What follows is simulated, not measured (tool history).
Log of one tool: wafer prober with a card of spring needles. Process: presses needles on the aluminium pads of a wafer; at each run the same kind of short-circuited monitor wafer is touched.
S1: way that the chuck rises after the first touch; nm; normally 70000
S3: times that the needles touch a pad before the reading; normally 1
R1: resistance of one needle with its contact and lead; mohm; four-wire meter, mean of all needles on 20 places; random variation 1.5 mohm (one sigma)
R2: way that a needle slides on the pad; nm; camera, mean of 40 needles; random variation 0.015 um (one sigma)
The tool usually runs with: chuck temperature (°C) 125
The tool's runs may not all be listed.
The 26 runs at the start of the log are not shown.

{"hour": 364.6, "done": "tips cleaned on abrasive film"}
{"run": 27, "hour": 374.3, "S1": 50000, "chuck temperature (°C)": 26, "S3": 2, "R1": 133, "R2": 10230}
{"hour": 390.6, "done": "tips cleaned on abrasive film"}
{"run": 28, "hour": 394.9, "S1": 50000, "chuck temperature (°C)": 116, "S3": 2, "R1": 149, "R2": 10230}
{"run": 29, "hour": 405.7, "S1": 50000, "chuck temperature (°C)": 116, "S3": 1, "R1": 146, "R2": 10230}
{"hour": 416.4, "done": "tips cleaned on abrasive film"}
{"run": 30, "hour": 425.7, "S1": 50000, "chuck temperature (°C)": 116, "S3": 1, "R1": 146, "R2": 10200}
{"run": 31, "hour": 439.9, "S1": 50000, "chuck temperature (°C)": 116, "S3": 1, "R1": 148, "R2": 10210}
{"hour": 441.8, "done": "tips cleaned on abrasive film"}
{"run": 32, "hour": 460.5, "S1": 70000, "chuck temperature (°C)": 28, "S3": 1, "R1": 131, "R2": 14320}
{"hour": 468.6, "done": "tips cleaned on abrasive film"}
{"run": 33, "hour": 478.7, "S1": 70000, "chuck temperature (°C)": 28, "S3": 1, "R1": 126, "R2": 14290}
{"hour": 487.4, "done": "gauge calibrated"}
{"run": 34, "hour": 490.4, "S1": 70000, "chuck temperature (°C)": 28, "S3": 1, "R1": 132, "R2": 14450}

4 options for the next run, each taken on its own from the tool as it stands now. Forecast them:
{"hour": 495.1, "done": "tips cleaned on abrasive film"}
{"run": "A", "hour": 505.1, "S1": 62000, "chuck temperature (°C)": 39, "S3": 2, "R1": "?", "R2": "?"}
{"hour": 495.1, "done": "tips cleaned on abrasive film"}
{"run": "B", "hour": 505.1, "S1": 81000, "chuck temperature (°C)": 86, "S3": 1, "R1": "?", "R2": "?"}
{"hour": 495.1, "done": "tips cleaned on abrasive film"}
{"run": "C", "hour": 505.1, "S1": 58000, "chuck temperature (°C)": 125, "S3": 1, "R1": "?", "R2": "?"}
{"hour": 495.1, "done": "tips cleaned on abrasive film"}
{"run": "D", "hour": 505.1, "S1": 70000, "chuck temperature (°C)": 38, "S3": 2, "R1": "?", "R2": "?"}

run=A R1=133 R2=12780
run=B R1=139 R2=16710
run=C R1=147 R2=11960
run=D R1=133 R2=14420
With no hidden state in the tool, these same runs would have given:
run=A R1=133 R2=12790
run=B R1=139 R2=16720
run=C R1=147 R2=11970
run=D R1=133 R2=14430
